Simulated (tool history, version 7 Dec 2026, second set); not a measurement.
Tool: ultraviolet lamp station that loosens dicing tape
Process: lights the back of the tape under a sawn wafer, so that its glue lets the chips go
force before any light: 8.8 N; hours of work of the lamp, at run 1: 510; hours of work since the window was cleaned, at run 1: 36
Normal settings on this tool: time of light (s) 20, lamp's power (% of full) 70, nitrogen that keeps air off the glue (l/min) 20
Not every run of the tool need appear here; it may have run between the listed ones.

run,hour,time of light (s),lamp's power (% of full),nitrogen that keeps air off the glue (l/min),hours of work of the lamp,hours of work since the window was cleaned,force that peels the tape off (N),light that reached the tape (mJ/cm²)
1,0.0,20,70,20,510,36,1.368,153
2,31.6,20,70,20,535,61,1.314,150
3,59.0,20,70,20,557,83,1.418,150
4,94.0,20,70,20,584,110,1.416,147
5,114.5,20,70,20,600,126,1.439,143
6,161.8,20,70,20,638,164,1.485,148
7,189.2,18,91,21,659,185,1.159,167
8,231.1,15,100,23,692,218,1.365,155
9,250.9,11,70,38,708,234,2.947,72
10,270.0,16,82,32,723,249,1.562,128
11,299.7,16,82,32,747,273,1.531,131

Forecast each of these 4 alternatives for the next run:
A,318.8,32,80,31,762,288,?,?
B,318.8,25,64,11,762,288,?,?
C,318.8,20,82,18,762,288,?,?
D,318.8,24,76,28,762,288,?,?

run,force that peels the tape off (N),light that reached the tape (mJ/cm²)
A,0.444,247
B,1.662,153
C,1.289,156
D,0.933,180
What these runs would have given with no unlogged condition in the tool:
run,force that peels the tape off (N),light that reached the tape (mJ/cm²)
A,0.287,321
B,1.055,200
C,0.790,204
D,0.557,233
